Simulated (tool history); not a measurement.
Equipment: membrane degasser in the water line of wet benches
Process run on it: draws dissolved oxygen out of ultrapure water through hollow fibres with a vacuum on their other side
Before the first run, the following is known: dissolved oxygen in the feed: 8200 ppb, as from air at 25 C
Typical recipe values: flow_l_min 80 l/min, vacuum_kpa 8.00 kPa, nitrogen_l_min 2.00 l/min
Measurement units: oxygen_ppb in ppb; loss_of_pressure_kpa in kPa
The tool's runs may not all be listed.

| run | day | flow_l_min | vacuum_kpa | nitrogen_l_min | oxygen_ppb | loss_of_pressure_kpa |
|---|---|---|---|---|---|---|
| 1 | 0.000 | 80 | 8.00 | 2.00 | 382.6 | 38.18 |
| 2 | 7.567 | 80 | 8.00 | 2.00 | 385.6 | 38.38 |
| 3 | 13.425 | 80 | 8.00 | 2.00 | 378.7 | 38.08 |
| 4 | 21.738 | 80 | 8.00 | 2.00 | 378.7 | 38.15 |
| 5 | 27.462 | 80 | 8.00 | 2.00 | 376.3 | 38.16 |
| 6 | 34.162 | 80 | 8.00 | 2.00 | 378.2 | 38.16 |
| 7 | 39.921 | 80 | 11.41 | 2.00 | 628.4 | 38.57 |
| 8 | 47.583 | 80 | 11.41 | 2.00 | 618.4 | 38.29 |
| 9 | 51.150 | 80 | 11.41 | 2.00 | 632.4 | 38.11 |
| 10 | 59.379 | 120 | 8.00 | 2.00 | 564.7 | 58.01 |
| 11 | 62.904 | 80 | 8.00 | 2.00 | 384.6 | 38.83 |
| 12 | 70.217 | 80 | 8.00 | 2.00 | 376.5 | 38.51 |
| 13 | 76.354 | 80 | 8.00 | 2.00 | 383.0 | 38.61 |
| 14 | 83.417 | 80 | 8.00 | 2.00 | 377.4 | 38.78 |
| 15 | 88.004 | 80 | 8.00 | 2.00 | 378.9 | 38.40 |
| 16 | 95.267 | 80 | 8.00 | 2.00 | 382.9 | 38.63 |
| 17 | 99.612 | 80 | 8.00 | 2.00 | 376.3 | 38.39 |
| 18 | 106.708 | 105 | 10.79 | 4.14 | 433.0 | 50.39 |
| 19 | 111.721 | 66 | 13.10 | 5.96 | 254.4 | 31.84 |
| 20 | 118.925 | 66 | 13.10 | 5.96 | 249.2 | 32.23 |
| 21 | 122.812 | 111 | 13.47 | 4.02 | 613.2 | 53.83 |
| 22 | 128.942 | 111 | 5.44 | 2.64 | 230.6 | 53.67 |
| 23 | 135.238 | 111 | 5.44 | 2.64 | 233.7 | 53.56 |
| 24 | 140.212 | 111 | 5.44 | 2.64 | 232.4 | 53.59 |
| 25 | 146.571 | 111 | 5.72 | 2.64 | 258.0 | 53.67 |
|  | 151.967 | vacuum gauge calibrated |
| 26 | 152.050 | 49 | 10.52 | 0.80 | 754.9 | 23.78 |
| 27 | 155.754 | 97 | 11.53 | 1.33 | 987.2 | 47.48 |
| 28 | 159.646 | 80 | 12.86 | 0.98 | 1182.6 | 39.16 |
| 29 | 167.875 | 69 | 8.48 | 1.30 | 500.1 | 33.79 |
| 30 | 172.600 | 96 | 5.18 | 4.74 | 113.4 | 47.18 |
| 31 | 177.400 | 96 | 12.58 | 2.58 | 677.7 | 46.55 |
| 32 | 185.512 | 96 | 12.58 | 2.58 | 689.2 | 46.93 |

Pick out some run-to-run changes in loss_of_pressure_kpa. Of each, how much would a tool without hidden state show as well, from the settings, what came in and chance, and how much is left for the hidden state and any gauge scatter not in both results compared?
Hidden state at play: membrane still open, %; true pressure behind the membrane over the reading, kPa; air that leaks in behind the membrane, l/min; drift of the gauge itself on oxygen_ppb, %; drift of the gauge itself on loss_of_pressure_kpa, %.
Run 20 -> 21: flow_l_min 66 -> 111, vacuum_kpa 13.10 -> 13.47, nitrogen_l_min 5.96 -> 4.02. loss_of_pressure_kpa +21.60 kPa: hidden state +0.40, all else +21.20.
Run 25 -> 26: flow_l_min 111 -> 49, vacuum_kpa 5.72 -> 10.52, nitrogen_l_min 2.64 -> 0.80, vacuum gauge calibrated. loss_of_pressure_kpa -29.89 kPa: hidden state -0.61, all else -29.28.
Run 26 -> 27: flow_l_min 49 -> 97, vacuum_kpa 10.52 -> 11.53, nitrogen_l_min 0.80 -> 1.33. loss_of_pressure_kpa +23.70 kPa: hidden state +0.53, all else +23.17.

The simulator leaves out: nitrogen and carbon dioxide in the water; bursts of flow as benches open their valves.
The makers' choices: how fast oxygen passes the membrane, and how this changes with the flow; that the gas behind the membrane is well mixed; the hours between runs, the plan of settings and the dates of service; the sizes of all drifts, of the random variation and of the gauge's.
